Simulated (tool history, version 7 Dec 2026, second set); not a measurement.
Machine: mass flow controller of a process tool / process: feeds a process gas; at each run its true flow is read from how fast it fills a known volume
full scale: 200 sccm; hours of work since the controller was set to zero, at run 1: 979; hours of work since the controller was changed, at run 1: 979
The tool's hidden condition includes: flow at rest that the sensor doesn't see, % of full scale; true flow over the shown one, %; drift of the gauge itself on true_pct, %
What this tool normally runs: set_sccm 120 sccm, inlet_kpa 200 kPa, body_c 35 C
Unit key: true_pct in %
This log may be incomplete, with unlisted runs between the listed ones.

run    hour  set_sccm  inlet_kpa  body_c  hours of work since the controller was set to zero  hours of work since the controller was changed  true_pct
  1       0       120        200      35                                                 979                                             979     99.17
  2   103.9       102        200      35                                                1046                                            1046     98.71
  3   251.7       102        200      35                                                1142                                            1142     98.86
  4   366.1       120        200      35                                                1216                                            1216     99.06
  5   503.4       120        200      35                                                1305                                            1305     99.08
  6   651.5       120        200      35                                                1401                                            1401        99
  7   813.5       120        200      35                                                1506                                            1506        99
  8   903.1       120        143      35                                                1564                                            1564     98.41
  9  1091.8       120        143      35                                                1686                                            1686      98.5
 10  1218.3       120        143      35                                                1768                                            1768      98.4
 11  1315.6       120        200      24                                                1831                                            1831     97.59
 12  1434.2       120        200      24                                                1908                                            1908      97.5
 13    1616       120        200      35                                                2026                                            2026     98.64
     1628.7  -- controller's zero set anew
 14  1703.8       120        200      35                                                  49                                            2083     98.47
 15    1872       120        272      35                                                 158                                            2192     98.87
 16  2012.4       120        272      35                                                 249                                            2283     98.92
 17  2144.3       120        200      35                                                 334                                            2368     98.28
 18  2229.9        28        200      35                                                 390                                            2423      94.2
 19  2420.3        23        200      35                                                 513                                            2547      93.1
 20  2534.3        23        200      35                                                 587                                            2621     93.05
 21  2615.9        23        200      35                                                 640                                            2674     92.86
     2669.7  -- controller's zero set anew, once more
 22  2773.3        23        200      35                                                  67                                            2775     97.26
 23  2858.7        23        200      35                                                 122                                            2831     97.26
 24  3012.1        23        200      35                                                 222                                            2930      97.1
 25  3199.4       170        200      32                                                 343                                            3051     99.25
 26    3321       120        200      38                                                 422                                            3130     99.19
 27  3440.9       120        200      20                                                 500                                            3208     97.33
 28    3589        21        163      21                                                 596                                            3304     94.56
 29  3713.2       120        160      35                                                 676                                            3384      98.5
 30    3889       120        160      35                                                 790                                            3498     98.42
 31    4019       120        160      35                                                 874                                            3583     98.31
 32  4171.1       120        160      35                                                 973                                            3681     98.29
 33  4277.6        32        271      39                                                1042                                            3750     97.35
 34  4379.2        32        271      39                                                1108                                            3816     97.23
 35  4513.6        32        271      39                                                1195                                            3903     97.25
 36    4611       136        157      35                                                1258                                            3966     98.46
 37  4791.7        53        261      25                                                1375                                            4083     96.32
 38  4970.2        53        261      25                                                1491                                            4199     96.32
 39    5161        72        215      35                                                1615                                            4323     97.34
 40    5267        83        261      22                                                1683                                            4391     96.47
 41  5363.6        83        261      22                                                1746                                            4454     96.49
 42  5546.8        65        278      36                                                1864                                            4573     97.69
 43  5728.3       156        200      22                                                1982                                            4690     97.36
 44  5910.3       104        146      25                                                2100                                            4808     96.29
 45  6007.2        80        146      25                                                2163                                            4871     95.65
 46  6099.4        77        170      22                                                2223                                            4931     95.62
 47  6247.9       120        180      30                                                2319                                            5027     97.35

The logged runs with the hidden state left out (each run's random variation unchanged):
run  true_pct
  1     99.79
  2     99.42
  3     99.62
  4      99.8
  5     99.86
  6     99.83
  7     99.88
  8     99.31
  9     99.45
 10     99.39
 11     98.61
 12     98.56
 13     99.75
 14     99.79
 15    100.24
 16    100.34
 17     99.73
 18     98.38
 19     98.22
 20      98.3
 21     98.18
 22     98.16
 23     98.24
 24     98.22
 25    100.12
 26    100.12
 27      98.3
 28     96.33
 29     99.55
 30     99.52
 31     99.45
 32     99.48
 33     99.31
 34     99.26
 35     99.39
 36     99.74
 37     98.14
 38     98.23
 39     99.09
 40     98.17
 41     98.23
 42     99.69
 43      98.9
 44     98.08
 45     97.66
 46      97.7
 47     99.15

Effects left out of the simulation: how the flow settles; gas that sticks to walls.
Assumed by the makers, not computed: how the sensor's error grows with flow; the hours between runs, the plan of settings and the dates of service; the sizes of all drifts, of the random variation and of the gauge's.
